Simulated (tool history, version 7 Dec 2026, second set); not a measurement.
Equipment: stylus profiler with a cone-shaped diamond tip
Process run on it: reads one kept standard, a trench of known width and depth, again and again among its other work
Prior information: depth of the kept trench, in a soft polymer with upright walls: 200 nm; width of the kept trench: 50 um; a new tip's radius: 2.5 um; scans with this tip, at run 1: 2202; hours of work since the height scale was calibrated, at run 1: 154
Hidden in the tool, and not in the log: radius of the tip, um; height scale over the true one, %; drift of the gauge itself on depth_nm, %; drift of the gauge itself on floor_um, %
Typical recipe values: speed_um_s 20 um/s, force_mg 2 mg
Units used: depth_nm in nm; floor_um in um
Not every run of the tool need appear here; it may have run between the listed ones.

run	hour	speed_um_s	force_mg	scans with this tip	hours of work since the height scale was calibrated	depth_nm	floor_um
1	0	20	2	2202	154	201.88	47.85
2	19.4	10	2	2414	169	201.89	47.88
3	34.4	10	2	2577	180	201.85	47.78
4	50.5	10	2	2753	192	201.88	47.89
5	65.1	10	2	2913	204	201.84	47.82
6	75.6	10	2	3028	212	201.78	47.83
7	95.2	31	2	3243	227	201.87	47.7
8	108.3	31	2	3385	237	201.82	47.7
9	128.2	46	2	3603	252	201.78	47.55
10	138	77	2	3711	259	201.76	47.4
11	152.4	77	2	3868	270	201.77	47.34
12	162.4	77	2	3978	278	201.73	47.32
# hour 164.6: height scale calibrated on a step standard
13	180.7	20	1.73	4172	12	201.7	47.64
14	190	6	1.14	4273	19	201.13	47.78
15	202	20	5.54	4404	29	203.8	47.76
16	211	20	2.24	4503	35	201.92	47.73
17	230.7	28	4.37	4719	51	203.23	47.71
# hour 235.4: height scale calibrated on a step standard, once more
18	249.1	47	2.39	4914	10	202.35	47.54
19	269.2	47	2.39	5134	26	202.19	47.48
20	279.3	32	1.75	5245	34	201.59	47.49
21	299.1	32	1.75	5461	49	201.8	47.55
22	317.1	20	0.76	5658	62	201.24	47.59
23	326.1	20	3.67	5756	69	203.05	47.62
24	342.9	33	2.57	5940	82	202.47	47.54
25	360.7	33	2.28	6135	96	202.18	47.44
26	375.3	20	1.1	6295	107	201.18	47.52

Alternative continuations, all from the tool just after run 26; predict every row:
A	386.2	22	4.69	6414	115	?	?
B	386.2	54	1.1	6414	115	?	?
C	386.2	20	0.74	6414	115	?	?
D	386.2	20	3.25	6414	115	?	?

run	depth_nm	floor_um
A	203.59	47.58
B	201.15	47.22
C	200.92	47.49
D	202.6	47.6
With no hidden state in the tool, these same runs would have given:
run	depth_nm	floor_um
A	203.71	47.93
B	201.27	47.58
C	201.04	47.84
D	202.72	47.95

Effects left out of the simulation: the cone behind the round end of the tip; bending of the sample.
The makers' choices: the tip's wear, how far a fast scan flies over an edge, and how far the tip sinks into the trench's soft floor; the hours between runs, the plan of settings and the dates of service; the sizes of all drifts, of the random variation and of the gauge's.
